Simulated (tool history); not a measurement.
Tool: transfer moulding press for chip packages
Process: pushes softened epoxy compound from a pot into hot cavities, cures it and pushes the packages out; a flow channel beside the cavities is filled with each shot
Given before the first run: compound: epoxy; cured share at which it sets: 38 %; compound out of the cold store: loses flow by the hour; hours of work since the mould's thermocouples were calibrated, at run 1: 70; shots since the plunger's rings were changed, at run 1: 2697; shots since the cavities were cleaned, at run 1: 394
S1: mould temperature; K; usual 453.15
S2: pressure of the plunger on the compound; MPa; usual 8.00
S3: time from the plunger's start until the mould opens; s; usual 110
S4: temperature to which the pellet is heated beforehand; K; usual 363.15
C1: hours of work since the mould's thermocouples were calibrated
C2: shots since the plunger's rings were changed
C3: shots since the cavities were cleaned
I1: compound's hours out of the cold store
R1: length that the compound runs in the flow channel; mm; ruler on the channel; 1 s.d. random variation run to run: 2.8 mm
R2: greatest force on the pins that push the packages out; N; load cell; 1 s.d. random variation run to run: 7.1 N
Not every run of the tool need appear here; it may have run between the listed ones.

| run | hour | S1 | S2 | S3 | S4 | C1 | C2 | C3 | I1 | R1 | R2 |
|---|---|---|---|---|---|---|---|---|---|---|---|
| 1 | 0.0 | 453.15 | 8.00 | 110 | 363.15 | 70 | 2697 | 394 | 18.4 | 690 | 512 |
| 2 | 48.9 | 453.15 | 8.00 | 110 | 363.15 | 95 | 3143 | 840 | 14.6 | 689 | 582 |
| 3 | 76.1 | 453.15 | 6.52 | 110 | 363.15 | 109 | 3391 | 1088 | 45.1 | 542 | 570 |
|  | 84.7 | cavities cleaned with cleaning compound and waxed |
| 4 | 101.5 | 453.15 | 8.00 | 110 | 363.15 | 121 | 3608 | 153 | 40.1 | 610 | 402 |
| 5 | 151.7 | 453.15 | 8.00 | 110 | 357.15 | 146 | 4067 | 612 | 9.7 | 692 | 566 |
| 6 | 184.9 | 453.15 | 8.00 | 144 | 363.15 | 163 | 4370 | 915 | 10.4 | 686 | 517 |
|  | 212.8 | plunger's sealing rings changed |
|  | 217.6 | cavities cleaned with cleaning compound and waxed |
| 7 | 222.9 | 453.15 | 8.00 | 144 | 363.15 | 180 | 79 | 48 | 28.6 | 678 | 292 |
| 8 | 269.3 | 453.15 | 8.00 | 144 | 363.15 | 204 | 503 | 472 | 30.8 | 665 | 488 |
| 9 | 300.4 | 449.15 | 8.00 | 144 | 363.15 | 220 | 786 | 755 | 30.5 | 679 | 503 |
| 10 | 342.8 | 453.15 | 8.00 | 110 | 363.15 | 241 | 1173 | 1142 | 16.1 | 709 | 608 |
|  | 348.9 | cavities cleaned with cleaning compound and waxed |
| 11 | 385.2 | 453.15 | 8.00 | 91 | 363.15 | 262 | 1546 | 331 | 13.5 | 707 | 632 |
| 12 | 432.6 | 453.15 | 8.00 | 91 | 363.15 | 286 | 1978 | 763 | 28.7 | 656 | 680 |
| 13 | 458.1 | 453.15 | 6.31 | 110 | 363.15 | 299 | 2212 | 997 | 26.4 | 587 | 573 |
|  | 477.2 | cavities cleaned with cleaning compound and waxed |
| 14 | 502.5 | 453.15 | 6.31 | 110 | 363.15 | 321 | 2602 | 230 | 22.8 | 596 | 453 |
| 15 | 551.8 | 453.15 | 6.31 | 110 | 363.15 | 346 | 3052 | 680 | 32.0 | 564 | 553 |
| 16 | 591.9 | 451.15 | 6.31 | 110 | 363.15 | 366 | 3418 | 1046 | 32.6 | 562 | 616 |
|  | 609.5 | cavities cleaned with cleaning compound and waxed |
| 17 | 624.7 | 451.15 | 6.31 | 110 | 363.15 | 382 | 3704 | 139 | 24.3 | 582 | 412 |
| 18 | 652.9 | 451.15 | 6.31 | 110 | 363.15 | 396 | 3961 | 396 | 9.1 | 622 | 544 |
|  | 689.0 | mould's thermocouples calibrated |
| 19 | 689.0 | 451.15 | 7.06 | 110 | 360.15 | 0 | 4272 | 707 | 29.2 | 602 | 599 |
| 20 | 717.6 | 453.15 | 7.86 | 110 | 360.15 | 14 | 4533 | 968 | 16.5 | 670 | 582 |
|  | 724.5 | plunger's sealing rings changed |
|  | 742.0 | cavities cleaned with cleaning compound and waxed |
| 21 | 759.9 | 453.15 | 7.86 | 110 | 360.15 | 34 | 310 | 164 | 27.3 | 673 | 422 |
| 22 | 796.2 | 457.15 | 7.39 | 127 | 367.15 | 52 | 641 | 495 | 41.3 | 598 | 473 |
| 23 | 821.1 | 459.15 | 8.26 | 110 | 354.15 | 65 | 868 | 722 | 11.8 | 721 | 520 |
| 24 | 846.0 | 453.15 | 8.00 | 110 | 357.15 | 78 | 1095 | 949 | 30.9 | 666 | 585 |
|  | 871.1 | cavities cleaned with cleaning compound and waxed |
| 25 | 891.5 | 453.15 | 9.00 | 140 | 365.15 | 100 | 1497 | 187 | 19.7 | 730 | 379 |
| 26 | 933.6 | 452.15 | 8.10 | 115 | 361.15 | 121 | 1880 | 570 | 43.2 | 626 | 519 |
| 27 | 974.2 | 452.15 | 6.24 | 148 | 363.15 | 142 | 2251 | 941 | 33.3 | 574 | 504 |
| 28 | 997.0 | 452.15 | 8.42 | 107 | 367.15 | 154 | 2459 | 1149 | 45.2 | 628 | 573 |

Forecast each of these 4 alternatives for the next run:
|  | 1001.1 | cavities cleaned with cleaning compound and waxed |
| A | 1032.6 | 449.15 | 9.45 | 110 | 363.15 | 171 | 2770 | 288 | 19.8 | ? | ? |
|  | 1001.1 | cavities cleaned with cleaning compound and waxed |
| B | 1032.6 | 452.15 | 6.76 | 132 | 369.15 | 171 | 2770 | 288 | 26.7 | ? | ? |
|  | 1001.1 | cavities cleaned with cleaning compound and waxed |
| C | 1032.6 | 453.15 | 8.00 | 110 | 371.15 | 171 | 2770 | 288 | 42.3 | ? | ? |
|  | 1001.1 | cavities cleaned with cleaning compound and waxed |
| D | 1032.6 | 447.15 | 7.98 | 110 | 370.15 | 171 | 2770 | 288 | 16.5 | ? | ? |

| run | R1 | R2 |
|---|---|---|
| A | 750 | 558 |
| B | 607 | 421 |
| C | 607 | 445 |
| D | 711 | 623 |
With the hidden condition removed and each run's random variation left untouched, the same runs would have given:
| run | R1 | R2 |
|---|---|---|
| A | 788 | 345 |
| B | 637 | 258 |
| C | 637 | 267 |
| D | 747 | 388 |
